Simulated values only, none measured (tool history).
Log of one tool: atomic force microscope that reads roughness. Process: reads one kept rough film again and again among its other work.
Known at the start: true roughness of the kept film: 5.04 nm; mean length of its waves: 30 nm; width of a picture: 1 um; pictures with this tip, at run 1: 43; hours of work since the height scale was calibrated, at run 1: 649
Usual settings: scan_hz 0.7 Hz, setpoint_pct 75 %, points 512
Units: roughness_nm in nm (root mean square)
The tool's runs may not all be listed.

run   hour  scan_hz  setpoint_pct  points  pictures with this tip  hours of work since the height scale was calibrated  roughness_nm
  1      0      0.7            75     512                      43                                                  649         3.131
  2   22.7      0.7            75     825                      61                                                  660         2.919
  3     46      0.7            75     825                      80                                                  671         2.756
      56.6  -- new tip fitted
  4   73.2      0.7            75     512                      14                                                  684         3.629
  5     97      0.7            75     512                      33                                                  695          3.32
  6  121.8      0.7            75     512                      53                                                  707         3.083
  7  146.6      0.7            75     512                      74                                                  719          2.87
     150.2  -- height scale calibrated on a step standard
     164.7  -- new tip fitted
  8  179.9      0.7            84     512                      13                                                   14         3.556
  9  209.8      0.7            84     512                      37                                                   28         3.199
 10  233.5      0.7            80     512                      56                                                   40         3.017
     245.5  -- height scale calibrated on a step standard, once more
 11  269.4      0.7            80     512                      85                                                   11         2.794
     272.7  -- new tip fitted
 12  291.6      0.7            71     512                      16                                                   22         3.665
 13  306.9      0.7            71     512                      28                                                   29         3.496
 14  326.3      0.7            68     512                      44                                                   38         3.268
 15  359.1      0.7            68     512                      71                                                   54         2.975
     380.7  -- new tip fitted
 16  388.7      0.7            68     512                       6                                                   68         3.892
 17  409.9    0.615            69     277                      24                                                   78         3.586
 18    445      0.7            75     980                      52                                                   95         3.205
 19    468      0.7            75     980                      71                                                  106         2.971
     490.4  -- new tip fitted
 20  505.8    1.476            73     288                      12                                                  124         3.618
 21  542.6    1.185            67     512                      42                                                  141         3.313
 22  562.9    1.185            67     512                      59                                                  151         3.149
 23  579.3    1.185            67     512                      72                                                  159         2.968
     597.6  -- new tip fitted
 24  599.7    1.185            67     512                       2                                                  168         3.897
 25  628.3    1.185            67     512                      25                                                  182          3.54

4 ways to go on from here, each from the tool as it stands after run 25. What would each give?
  A  661.8    2.208            75     842                      52                                                  198             ?
  B  661.8    1.185            68     512                      52                                                  198             ?
  C  661.8    2.268            75     664                      52                                                  198             ?
  D  661.8    1.745            77     579                      52                                                  198             ?

run  roughness_nm
  A         2.937
  B         3.123
  C         2.952
  D          2.99
Without the tool's hidden state the same runs would have given:
run  roughness_nm
  A         3.719
  B         3.952
  C         3.734
  D         3.784

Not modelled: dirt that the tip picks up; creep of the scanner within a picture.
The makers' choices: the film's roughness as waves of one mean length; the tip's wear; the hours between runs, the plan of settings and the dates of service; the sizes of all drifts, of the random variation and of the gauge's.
